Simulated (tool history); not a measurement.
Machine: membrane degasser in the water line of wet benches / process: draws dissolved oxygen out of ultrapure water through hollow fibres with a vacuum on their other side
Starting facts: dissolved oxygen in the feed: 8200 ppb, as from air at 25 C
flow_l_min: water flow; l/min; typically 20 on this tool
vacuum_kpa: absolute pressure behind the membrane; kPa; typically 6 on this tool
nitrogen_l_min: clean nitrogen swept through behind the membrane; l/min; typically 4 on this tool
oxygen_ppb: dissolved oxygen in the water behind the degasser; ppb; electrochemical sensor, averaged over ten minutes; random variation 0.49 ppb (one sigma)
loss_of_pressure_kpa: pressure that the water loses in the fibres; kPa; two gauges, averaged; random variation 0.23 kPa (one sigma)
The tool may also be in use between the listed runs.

run 1 hour=0 | flow_l_min=20 vacuum_kpa=6 nitrogen_l_min=4 | oxygen_ppb=39.5 loss_of_pressure_kpa=60.69
run 2 hour=151.7 | flow_l_min=20 vacuum_kpa=6 nitrogen_l_min=4 | oxygen_ppb=39.8 loss_of_pressure_kpa=60.91
run 3 hour=304.5 | flow_l_min=20 vacuum_kpa=6 nitrogen_l_min=4 | oxygen_ppb=40.1 loss_of_pressure_kpa=60.76
run 4 hour=475.1 | flow_l_min=20 vacuum_kpa=7.12 nitrogen_l_min=4 | oxygen_ppb=53.6 loss_of_pressure_kpa=60.48
run 5 hour=657 | flow_l_min=20 vacuum_kpa=7.12 nitrogen_l_min=4 | oxygen_ppb=55 loss_of_pressure_kpa=60.83
run 6 hour=744.2 | flow_l_min=22 vacuum_kpa=6 nitrogen_l_min=4 | oxygen_ppb=47.2 loss_of_pressure_kpa=66.72
run 7 hour=846.8 | flow_l_min=22 vacuum_kpa=6 nitrogen_l_min=4 | oxygen_ppb=47.1 loss_of_pressure_kpa=67.13
run 8 hour=1013.6 | flow_l_min=22 vacuum_kpa=6 nitrogen_l_min=4 | oxygen_ppb=47.4 loss_of_pressure_kpa=67.13
run 9 hour=1119.7 | flow_l_min=20 vacuum_kpa=6 nitrogen_l_min=4 | oxygen_ppb=42.4 loss_of_pressure_kpa=61.33
run 10 hour=1271.1 | flow_l_min=20 vacuum_kpa=6 nitrogen_l_min=4 | oxygen_ppb=42 loss_of_pressure_kpa=61.08
run 11 hour=1440 | flow_l_min=20 vacuum_kpa=6 nitrogen_l_min=4 | oxygen_ppb=41.5 loss_of_pressure_kpa=61.54
run 12 hour=1633.2 | flow_l_min=22 vacuum_kpa=6 nitrogen_l_min=4 | oxygen_ppb=49 loss_of_pressure_kpa=67.49
run 13 hour=1721.6 | flow_l_min=20 vacuum_kpa=6 nitrogen_l_min=9.66 | oxygen_ppb=22.2 loss_of_pressure_kpa=61.33
run 14 hour=1861.2 | flow_l_min=20 vacuum_kpa=6 nitrogen_l_min=4 | oxygen_ppb=43.1 loss_of_pressure_kpa=62.16
run 15 hour=1976.9 | flow_l_min=15 vacuum_kpa=6 nitrogen_l_min=4 | oxygen_ppb=30.9 loss_of_pressure_kpa=46.61
run 16 hour=2067.1 | flow_l_min=23 vacuum_kpa=6 nitrogen_l_min=4 | oxygen_ppb=52.6 loss_of_pressure_kpa=71.08
-- hour=2082.8 vacuum gauge calibrated
run 17 hour=2261.5 | flow_l_min=20 vacuum_kpa=4.5 nitrogen_l_min=2.09 | oxygen_ppb=43.4 loss_of_pressure_kpa=61.88
run 18 hour=2344.3 | flow_l_min=22 vacuum_kpa=10.6 nitrogen_l_min=4.82 | oxygen_ppb=97.1 loss_of_pressure_kpa=67.87
run 19 hour=2506 | flow_l_min=24 vacuum_kpa=11.57 nitrogen_l_min=2.88 | oxygen_ppb=185.6 loss_of_pressure_kpa=74.49
-- hour=2537.3 vacuum gauge calibrated, once more
run 20 hour=2694.7 | flow_l_min=24 vacuum_kpa=11.57 nitrogen_l_min=2.88 | oxygen_ppb=182 loss_of_pressure_kpa=73.79
-- hour=2850.6 seals of the vacuum lines changed
run 21 hour=2885.9 | flow_l_min=18 vacuum_kpa=4.8 nitrogen_l_min=2.88 | oxygen_ppb=28.2 loss_of_pressure_kpa=56.08
run 22 hour=3046.6 | flow_l_min=31 vacuum_kpa=6.47 nitrogen_l_min=3.82 | oxygen_ppb=96.6 loss_of_pressure_kpa=96.81
run 23 hour=3143.5 | flow_l_min=16 vacuum_kpa=4.67 nitrogen_l_min=5.72 | oxygen_ppb=12.2 loss_of_pressure_kpa=49.66
run 24 hour=3336.7 | flow_l_min=23 vacuum_kpa=6.52 nitrogen_l_min=2.36 | oxygen_ppb=88.3 loss_of_pressure_kpa=71.61
run 25 hour=3459.3 | flow_l_min=31 vacuum_kpa=14.37 nitrogen_l_min=3.16 | oxygen_ppb=284.7 loss_of_pressure_kpa=96.53
run 26 hour=3539.8 | flow_l_min=31 vacuum_kpa=14.37 nitrogen_l_min=3.16 | oxygen_ppb=283.8 loss_of_pressure_kpa=96.87
run 27 hour=3674 | flow_l_min=31 vacuum_kpa=10.78 nitrogen_l_min=2.85 | oxygen_ppb=226.3 loss_of_pressure_kpa=97.7
run 28 hour=3820.2 | flow_l_min=28 vacuum_kpa=3.69 nitrogen_l_min=8.5 | oxygen_ppb=28 loss_of_pressure_kpa=87.91
run 29 hour=3985.9 | flow_l_min=28 vacuum_kpa=3.69 nitrogen_l_min=8.5 | oxygen_ppb=27.9 loss_of_pressure_kpa=88.07
run 30 hour=4180.6 | flow_l_min=24 vacuum_kpa=5.74 nitrogen_l_min=8.5 | oxygen_ppb=31.7 loss_of_pressure_kpa=75.9
run 31 hour=4280.3 | flow_l_min=21 vacuum_kpa=6.92 nitrogen_l_min=2.61 | oxygen_ppb=81.1 loss_of_pressure_kpa=65.82
run 32 hour=4376.6 | flow_l_min=21 vacuum_kpa=6.92 nitrogen_l_min=2.61 | oxygen_ppb=81.8 loss_of_pressure_kpa=66.25

Predict each of these 3 candidate next runs independently; none follows another, all start after run 32:
run A hour=4482.3 | flow_l_min=16 vacuum_kpa=6.92 nitrogen_l_min=2.79 | oxygen_ppb=? loss_of_pressure_kpa=?
run B hour=4482.3 | flow_l_min=16 vacuum_kpa=11.19 nitrogen_l_min=2.81 | oxygen_ppb=? loss_of_pressure_kpa=?
run C hour=4482.3 | flow_l_min=18 vacuum_kpa=4.82 nitrogen_l_min=4.47 | oxygen_ppb=? loss_of_pressure_kpa=?

run=A oxygen_ppb=56.3 loss_of_pressure_kpa=50.48
run=B oxygen_ppb=114.5 loss_of_pressure_kpa=50.28
run=C oxygen_ppb=21.2 loss_of_pressure_kpa=57.04
With no hidden state in the tool, these same runs would have given:
run=A oxygen_ppb=53 loss_of_pressure_kpa=47.94
run=B oxygen_ppb=110.6 loss_of_pressure_kpa=47.73
run=C oxygen_ppb=18.3 loss_of_pressure_kpa=54.15
